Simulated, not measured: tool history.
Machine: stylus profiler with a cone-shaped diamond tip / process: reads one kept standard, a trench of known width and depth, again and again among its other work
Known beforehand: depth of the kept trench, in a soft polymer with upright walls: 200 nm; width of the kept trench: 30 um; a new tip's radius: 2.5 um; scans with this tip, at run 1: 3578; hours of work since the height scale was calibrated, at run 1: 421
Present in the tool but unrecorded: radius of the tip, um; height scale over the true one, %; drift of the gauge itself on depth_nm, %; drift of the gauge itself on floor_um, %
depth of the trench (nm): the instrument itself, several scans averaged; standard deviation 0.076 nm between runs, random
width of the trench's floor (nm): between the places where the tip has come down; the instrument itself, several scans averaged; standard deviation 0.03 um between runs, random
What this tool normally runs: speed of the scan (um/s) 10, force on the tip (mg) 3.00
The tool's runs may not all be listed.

| run | hour | speed of the scan (um/s) | force on the tip (mg) | scans with this tip | hours of work since the height scale was calibrated | depth of the trench (nm) | width of the trench's floor (nm) |
|---|---|---|---|---|---|---|---|
| 1 | 0.0 | 10 | 3.00 | 3578 | 421 | 203.69 | 27990 |
| 2 | 11.9 | 10 | 3.00 | 3656 | 431 | 203.63 | 27960 |
| 3 | 19.1 | 10 | 3.00 | 3703 | 436 | 203.48 | 28030 |
| 4 | 25.9 | 10 | 3.00 | 3747 | 441 | 203.49 | 28060 |
| 5 | 39.2 | 10 | 3.00 | 3834 | 452 | 203.48 | 27980 |
| 6 | 47.5 | 10 | 3.00 | 3888 | 458 | 203.63 | 28000 |
| 7 | 57.5 | 10 | 3.00 | 3954 | 466 | 203.55 | 27950 |
| 8 | 72.0 | 10 | 1.83 | 4049 | 477 | 202.66 | 28040 |
| 9 | 81.1 | 10 | 3.00 | 4108 | 484 | 203.70 | 28010 |
| 10 | 96.5 | 10 | 3.00 | 4209 | 496 | 203.55 | 28000 |
| 11 | 109.6 | 3 | 3.00 | 4294 | 506 | 203.68 | 28030 |
| 12 | 121.4 | 10 | 3.00 | 4371 | 515 | 203.57 | 27980 |
| 13 | 132.2 | 10 | 3.00 | 4442 | 523 | 203.64 | 27950 |
| 14 | 148.1 | 10 | 3.00 | 4546 | 535 | 203.58 | 28030 |
| 15 | 154.7 | 7 | 3.00 | 4589 | 540 | 203.50 | 28040 |
| 16 | 161.7 | 10 | 3.00 | 4635 | 546 | 203.62 | 28020 |
| 17 | 176.8 | 10 | 3.00 | 4734 | 557 | 203.53 | 27980 |
| 18 | 186.4 | 22 | 3.00 | 4796 | 565 | 203.52 | 27990 |
| 19 | 198.7 | 6 | 3.00 | 4877 | 574 | 203.56 | 27990 |
| 20 | 213.3 | 6 | 3.00 | 4972 | 585 | 203.57 | 28030 |
| 21 | 225.5 | 6 | 1.89 | 5052 | 595 | 202.66 | 28010 |
| 22 | 239.8 | 10 | 2.71 | 5145 | 606 | 203.42 | 28010 |
| 23 | 247.9 | 24 | 4.29 | 5198 | 612 | 204.56 | 27950 |
| 24 | 256.6 | 10 | 5.94 | 5255 | 619 | 205.72 | 28010 |
| 25 | 265.2 | 10 | 5.94 | 5311 | 625 | 205.59 | 28030 |
| 26 | 279.6 | 24 | 1.38 | 5405 | 636 | 202.06 | 27970 |
| 27 | 289.2 | 12 | 1.09 | 5468 | 644 | 201.77 | 27980 |
| 28 | 301.6 | 14 | 1.26 | 5549 | 653 | 202.10 | 27990 |
| 29 | 308.4 | 14 | 1.09 | 5594 | 659 | 201.77 | 27920 |
| 30 | 321.3 | 21 | 1.29 | 5678 | 669 | 202.07 | 27930 |
| 31 | 331.0 | 3 | 1.07 | 5741 | 676 | 201.70 | 28030 |
| 32 | 344.1 | 3 | 1.07 | 5827 | 686 | 201.71 | 28060 |
| 33 | 357.4 | 36 | 8.76 | 5914 | 696 | 207.24 | 28010 |
| 34 | 366.2 | 3 | 1.02 | 5971 | 703 | 201.67 | 27970 |
| 35 | 375.5 | 23 | 6.92 | 6031 | 710 | 206.39 | 27960 |
| 36 | 390.2 | 23 | 6.92 | 6127 | 722 | 206.20 | 27950 |
| 37 | 397.8 | 3 | 4.05 | 6177 | 727 | 204.48 | 28070 |
| 38 | 410.7 | 10 | 1.90 | 6262 | 737 | 202.56 | 28010 |
| 39 | 426.1 | 12 | 1.69 | 6362 | 749 | 202.53 | 27980 |

5 ways to go on from here, each from the tool as it stands after run 39. What would each give?
| A | 436.9 | 10 | 1.23 | 6433 | 758 | ? | ? |
| B | 436.9 | 32 | 5.08 | 6433 | 758 | ? | ? |
| C | 436.9 | 6 | 4.13 | 6433 | 758 | ? | ? |
| D | 436.9 | 26 | 1.01 | 6433 | 758 | ? | ? |
| E | 436.9 | 34 | 1.44 | 6433 | 758 | ? | ? |

| run | depth of the trench (nm) | width of the trench's floor (nm) |
|---|---|---|
| A | 201.84 | 27940 |
| B | 204.97 | 27970 |
| C | 204.48 | 28020 |
| D | 201.60 | 27860 |
| E | 202.18 | 27920 |
With no hidden state in the tool, these same runs would have given:
| run | depth of the trench (nm) | width of the trench's floor (nm) |
|---|---|---|
| A | 201.82 | 27950 |
| B | 204.96 | 27980 |
| C | 204.46 | 28030 |
| D | 201.58 | 27870 |
| E | 202.16 | 27930 |
